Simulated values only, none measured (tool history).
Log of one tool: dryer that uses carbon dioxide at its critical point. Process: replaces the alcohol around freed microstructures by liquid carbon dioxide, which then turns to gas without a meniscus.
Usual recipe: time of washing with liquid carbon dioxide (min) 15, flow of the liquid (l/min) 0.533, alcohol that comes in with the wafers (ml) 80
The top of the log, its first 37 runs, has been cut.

| run | hour | time of washing with liquid carbon dioxide (min) | flow of the liquid (l/min) | alcohol that comes in with the wafers (ml) | alcohol left in the vessel before it's heated (ppm by volume) |
|---|---|---|---|---|---|
| 38 | 496.0 | 15 | 0.887 | 23 | 45 |
| 39 | 513.0 | 10 | 0.887 | 23 | 50 |
| 40 | 524.6 | 11 | 0.811 | 45 | 66 |
| 41 | 542.9 | 9 | 0.672 | 42 | 233 |
| 42 | 552.3 | 13 | 0.342 | 105 | 1935 |
| 43 | 561.2 | 20 | 0.572 | 61 | 51 |
| 44 | 570.5 | 9 | 0.533 | 80 | 1161 |
| 45 | 580.4 | 14 | 0.415 | 80 | 491 |
| 46 | 597.2 | 14 | 0.415 | 80 | 506 |

What if the next run were any one of these 4? Each begins from the tool's condition after run 46:
| A | 615.9 | 12 | 0.415 | 73 | ? |
| B | 615.9 | 14 | 0.503 | 29 | ? |
| C | 615.9 | 14 | 0.724 | 22 | ? |
| D | 615.9 | 17 | 0.606 | 80 | ? |

| run | alcohol left in the vessel before it's heated (ppm by volume) |
|---|---|
| A | 932 |
| B | 111 |
| C | 47 |
| D | 55 |
What these runs would have given with no unlogged condition in the tool:
| run | alcohol left in the vessel before it's heated (ppm by volume) |
|---|---|
| A | 602 |
| B | 41 |
| C | 0 |
| D | 4 |
